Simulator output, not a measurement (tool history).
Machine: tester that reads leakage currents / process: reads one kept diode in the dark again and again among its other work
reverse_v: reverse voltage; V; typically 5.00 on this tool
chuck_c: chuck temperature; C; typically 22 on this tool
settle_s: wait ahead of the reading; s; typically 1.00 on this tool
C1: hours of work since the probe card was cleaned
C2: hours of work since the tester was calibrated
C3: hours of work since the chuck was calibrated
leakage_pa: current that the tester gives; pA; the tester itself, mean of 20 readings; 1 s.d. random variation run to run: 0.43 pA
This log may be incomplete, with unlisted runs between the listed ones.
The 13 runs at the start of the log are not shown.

run 14 hour=349.2 | reverse_v=1.49 chuck_c=22 settle_s=1.00 | C1=1721 C2=467 C3=474 | leakage_pa=81.40
run 15 hour=384.6 | reverse_v=1.49 chuck_c=22 settle_s=1.00 | C1=1744 C2=490 C3=497 | leakage_pa=81.58
run 16 hour=410.1 | reverse_v=1.49 chuck_c=22 settle_s=1.00 | C1=1761 C2=506 C3=513 | leakage_pa=81.71
-- hour=420.3 chuck's temperature calibrated
run 17 hour=444.9 | reverse_v=5.00 chuck_c=22 settle_s=1.68 | C1=1782 C2=528 C3=16 | leakage_pa=148.43
run 18 hour=468.1 | reverse_v=15.20 chuck_c=22 settle_s=1.68 | C1=1797 C2=543 C3=31 | leakage_pa=279.24
run 19 hour=499.7 | reverse_v=15.20 chuck_c=22 settle_s=1.68 | C1=1818 C2=563 C3=52 | leakage_pa=278.40
run 20 hour=533.4 | reverse_v=5.00 chuck_c=20 settle_s=1.00 | C1=1840 C2=585 C3=73 | leakage_pa=125.92
run 21 hour=561.3 | reverse_v=5.00 chuck_c=20 settle_s=1.00 | C1=1858 C2=603 C3=92 | leakage_pa=125.69
run 22 hour=586.0 | reverse_v=17.91 chuck_c=43 settle_s=1.00 | C1=1874 C2=619 C3=108 | leakage_pa=1739.92
run 23 hour=622.8 | reverse_v=5.00 chuck_c=22 settle_s=1.19 | C1=1898 C2=643 C3=132 | leakage_pa=150.81
run 24 hour=656.1 | reverse_v=5.00 chuck_c=22 settle_s=1.19 | C1=1919 C2=665 C3=153 | leakage_pa=151.33
run 25 hour=692.8 | reverse_v=5.00 chuck_c=32 settle_s=1.23 | C1=1943 C2=689 C3=177 | leakage_pa=358.31
run 26 hour=713.8 | reverse_v=5.00 chuck_c=32 settle_s=1.23 | C1=1957 C2=702 C3=191 | leakage_pa=358.89
run 27 hour=734.7 | reverse_v=5.00 chuck_c=37 settle_s=7.67 | C1=1970 C2=716 C3=204 | leakage_pa=544.14
run 28 hour=764.3 | reverse_v=6.81 chuck_c=57 settle_s=7.77 | C1=1990 C2=735 C3=223 | leakage_pa=2995.45
run 29 hour=791.6 | reverse_v=6.81 chuck_c=57 settle_s=7.77 | C1=2007 C2=753 C3=241 | leakage_pa=3018.54
run 30 hour=814.5 | reverse_v=2.24 chuck_c=22 settle_s=1.00 | C1=2022 C2=767 C3=256 | leakage_pa=98.25
run 31 hour=836.1 | reverse_v=2.24 chuck_c=22 settle_s=1.00 | C1=2036 C2=782 C3=270 | leakage_pa=98.88
run 32 hour=866.7 | reverse_v=12.90 chuck_c=55 settle_s=1.14 | C1=2056 C2=801 C3=290 | leakage_pa=3675.36
run 33 hour=888.8 | reverse_v=12.90 chuck_c=55 settle_s=1.14 | C1=2070 C2=816 C3=304 | leakage_pa=3679.20
run 34 hour=905.0 | reverse_v=12.90 chuck_c=55 settle_s=1.14 | C1=2081 C2=826 C3=315 | leakage_pa=3700.58
run 35 hour=925.8 | reverse_v=12.90 chuck_c=49 settle_s=1.75 | C1=2094 C2=840 C3=328 | leakage_pa=2367.02
run 36 hour=943.0 | reverse_v=12.90 chuck_c=49 settle_s=1.75 | C1=2106 C2=851 C3=339 | leakage_pa=2373.00
run 37 hour=970.0 | reverse_v=2.38 chuck_c=55 settle_s=9.27 | C1=2123 C2=868 C3=357 | leakage_pa=1496.12
run 38 hour=999.1 | reverse_v=8.72 chuck_c=23 settle_s=1.15 | C1=2142 C2=887 C3=376 | leakage_pa=231.39

Alternative continuations, all from the tool just after run 38; predict every row:
run A hour=1019.5 | reverse_v=15.08 chuck_c=43 settle_s=0.79 | C1=2155 C2=901 C3=389 | leakage_pa=?
run B hour=1019.5 | reverse_v=8.01 chuck_c=22 settle_s=1.00 | C1=2155 C2=901 C3=389 | leakage_pa=?
run C hour=1019.5 | reverse_v=1.68 chuck_c=32 settle_s=0.93 | C1=2155 C2=901 C3=389 | leakage_pa=?
run D hour=1019.5 | reverse_v=4.98 chuck_c=25 settle_s=9.76 | C1=2155 C2=901 C3=389 | leakage_pa=?
run E hour=1019.5 | reverse_v=2.96 chuck_c=31 settle_s=1.22 | C1=2155 C2=901 C3=389 | leakage_pa=?

run=A leakage_pa=1626.68
run=B leakage_pa=203.40
run=C leakage_pa=203.01
run=D leakage_pa=203.73
run=E leakage_pa=253.97
What these runs would have given with no unlogged condition in the tool:
run=A leakage_pa=1545.46
run=B leakage_pa=184.86
run=C leakage_pa=192.58
run=D leakage_pa=188.89
run=E leakage_pa=239.83

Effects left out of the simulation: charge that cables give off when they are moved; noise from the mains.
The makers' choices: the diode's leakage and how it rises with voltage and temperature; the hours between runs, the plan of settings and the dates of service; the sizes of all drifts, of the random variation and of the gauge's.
